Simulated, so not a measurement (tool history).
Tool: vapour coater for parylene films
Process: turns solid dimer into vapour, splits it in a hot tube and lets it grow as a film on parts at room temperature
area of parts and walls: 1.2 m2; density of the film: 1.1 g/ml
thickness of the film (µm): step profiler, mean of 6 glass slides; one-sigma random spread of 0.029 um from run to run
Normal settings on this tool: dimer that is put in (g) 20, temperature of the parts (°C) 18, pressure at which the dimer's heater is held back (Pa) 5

run    hour  dimer that is put in (g)  temperature of the parts (°C)  pressure at which the dimer's heater is held back (Pa)  thickness of the film (µm)
  1       0                        20                             18                                                       5                        7.49
  2    30.1                        20                             18                                                       5                        7.48
  3    53.4                        20                             18                                                       5                        7.54
  4    92.2                        20                             18                                                       5                        7.49
  5   133.4                        20                             18                                                       5                        7.45
  6   170.4                        20                             27                                                       5                        5.93
  7   214.5                        20                             20                                                       5                        7.09
  8   236.6                        20                             10                                                       5                         9.1
  9     277                        20                             10                                                       5                        9.14
 10   317.5                        20                             10                                                       5                         9.1
 11   353.4                        20                             10                                                       5                        9.08
 12   375.3                        20                             10                                                       5                        8.99
 13   395.7                        13                             18                                                       5                        4.83
 14   429.3                        13                             18                                                       5                        4.79
 15     466                        13                             18                                                       5                        4.79
 16   486.9                        13                             18                                                       5                        4.79
 17   518.1                        13                             18                                                       5                        4.75
 18   557.8                        13                             18                                                    2.46                        5.69
 19   586.8                        20                             20                                                    9.54                        5.92
 20   613.5                        25                             11                                                    7.83                       10.62
 21   653.3                        20                             18                                                   10.71                        6.53
 22   691.2                        32                             21                                                    3.89                       12.55
 23   714.1                         8                             15                                                    3.18                        3.84
 24   736.4                        19                             15                                                    8.46                        7.15
 25   759.5                        19                             15                                                    8.46                        7.09
 26   791.6                        19                             15                                                    8.46                        7.07
 27   830.1                        19                             15                                                    8.46                        7.14
 28     856                        19                             15                                                    8.46                        7.03
 29   896.6                        28                             10                                                    8.46                       11.82
 30   920.7                        14                             18                                                       5                        5.51
 31   946.1                        14                             18                                                       5                        5.49
 32   984.4                        34                             18                                                   10.73                       11.03
 33  1013.4                        23                             15                                                       5                         9.7

Removed from this log: 1 entry logged between the listed runs. Between which two listed runs does each belong, and how does the tool's hidden state at the listed run before it compare with that at the listed run after it?
In the gap between runs 19 and 20: trap's valve overhauled (hour 612.2)
  vapour lost through the trap's worn valve, %: 7.8 -> 0.1
  difference, measured minus the result without the unlogged condition, thickness of the film (µm): -0.43 -> +0.09

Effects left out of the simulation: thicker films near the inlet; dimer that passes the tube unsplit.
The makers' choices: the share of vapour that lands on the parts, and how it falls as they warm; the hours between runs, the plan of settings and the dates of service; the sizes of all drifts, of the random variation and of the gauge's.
